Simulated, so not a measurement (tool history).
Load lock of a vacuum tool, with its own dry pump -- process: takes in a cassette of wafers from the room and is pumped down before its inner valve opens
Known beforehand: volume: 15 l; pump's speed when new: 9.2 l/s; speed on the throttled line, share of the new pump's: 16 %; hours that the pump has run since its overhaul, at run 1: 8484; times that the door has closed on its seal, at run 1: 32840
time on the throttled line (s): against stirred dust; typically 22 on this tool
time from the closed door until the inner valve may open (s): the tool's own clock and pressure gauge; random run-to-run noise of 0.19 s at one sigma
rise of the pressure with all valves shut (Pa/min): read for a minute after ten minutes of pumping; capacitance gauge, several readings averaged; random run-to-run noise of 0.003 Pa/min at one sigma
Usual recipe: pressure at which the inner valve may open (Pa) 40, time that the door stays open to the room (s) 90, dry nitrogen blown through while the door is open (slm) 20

run     day  time on the throttled line (s)  pressure at which the inner valve may open (Pa)  time that the door stays open to the room (s)  dry nitrogen blown through while the door is open (slm)  hours that the pump has run since its overhaul  times that the door has closed on its seal  incoming humidity of the room's air, %  time from the closed door until the inner valve may open (s)  rise of the pressure with all valves shut (Pa/min)
  1       0                              22                                               40                                             90                                                       20                                            8484                                       32840                                    45.3                                                          32.6                                               0.721
        1.1  -- door's seal changed, seat wiped
  2   6.271                              22                                               62                                             90                                                       20                                            8633                                         621                                    42.5                                                          31.9                                               0.048
  3  18.254                              22                                               62                                             90                                                       20                                            8921                                        2059                                    43.2                                                          31.6                                               0.061
  4  26.654                              22                                               40                                             90                                                       20                                            9122                                        3067                                    41.8                                                          32.7                                               0.066
  5  35.854                              14                                               40                                             90                                                       20                                            9343                                        4171                                    44.6                                                          26.5                                               0.084
  6  46.617                              22                                               40                                            135                                                       20                                            9601                                        5462                                    47.6                                                          32.3                                               0.105
  7   53.75                              22                                               40                                             90                                                       19                                            9773                                        6318                                    44.8                                                          32.6                                               0.106
  8  65.429                              22                                               40                                             90                                                       24                                           10053                                        7720                                    44.3                                                            33                                               0.116

Forecast run 9:
  9  77.871                              22                                               40                                             90                                                       24                                           10352                                        9212                                    44.6                                                             ?                                                   ?

time from the closed door until the inner valve may open (s): 32.9
rise of the pressure with all valves shut (Pa/min): 0.14
Without the tool's hidden state the same run would have given time from the closed door until the inner valve may open (s) 31.5, rise of the pressure with all valves shut (Pa/min) 0.042.

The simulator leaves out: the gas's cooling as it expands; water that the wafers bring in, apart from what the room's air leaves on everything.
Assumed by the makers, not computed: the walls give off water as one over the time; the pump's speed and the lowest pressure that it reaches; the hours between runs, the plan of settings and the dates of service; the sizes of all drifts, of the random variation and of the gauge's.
